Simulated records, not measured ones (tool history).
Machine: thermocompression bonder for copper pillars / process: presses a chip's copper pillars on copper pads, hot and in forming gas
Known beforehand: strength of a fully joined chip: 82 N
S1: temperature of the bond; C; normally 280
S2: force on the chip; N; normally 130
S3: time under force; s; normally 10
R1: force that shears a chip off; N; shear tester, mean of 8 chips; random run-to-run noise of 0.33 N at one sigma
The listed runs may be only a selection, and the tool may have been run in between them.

Run 1, hour 0.0: usual settings. Result: R1 26.7 N.
Run 2, hour 28.6: usual settings. Result: R1 27.4 N.
Run 3, hour 56.3: usual settings. Result: R1 27.0 N.
Run 4, hour 69.1: usual settings. Result: R1 26.6 N.
Run 5, hour 86.4: usual settings. Result: R1 26.4 N.
Run 6, hour 116.4: usual settings. Result: R1 26.7 N.
Run 7, hour 129.8: usual settings. Result: R1 27.3 N.
Run 8, hour 146.1: usual settings but S1 298 C, S3 7 s. Result: R1 30.2 N.
Run 9, hour 164.3: usual settings but S1 255 C. Result: R1 17.3 N.
Run 10, hour 188.1: usual settings but S1 255 C, S2 92 N, S3 26 s. Result: R1 19.1 N.
Run 11, hour 216.9: usual settings but S2 109 N, S3 11 s. Result: R1 23.5 N.
Run 12, hour 243.2: usual settings but S2 109 N, S3 11 s. Result: R1 23.1 N.

Some steps in R1, run to run, broken into two amounts with sign: the step expected even without the hidden condition (settings, incoming material, random variation), and the rest, left for the hidden condition together with whatever gauge scatter is not in both the measured and the hidden-condition-free result:
The hidden state here: true temperature of the bond over the reading, C; force that reaches the chip, % of what is set; oxide that the forming gas leaves, % of the face; drift of the gauge itself on shear_n, %.
Run 8 -> 9: S1 298 -> 255, S3 7 -> 10. R1 -12.9 N: hidden state +1.5, all else -14.4.
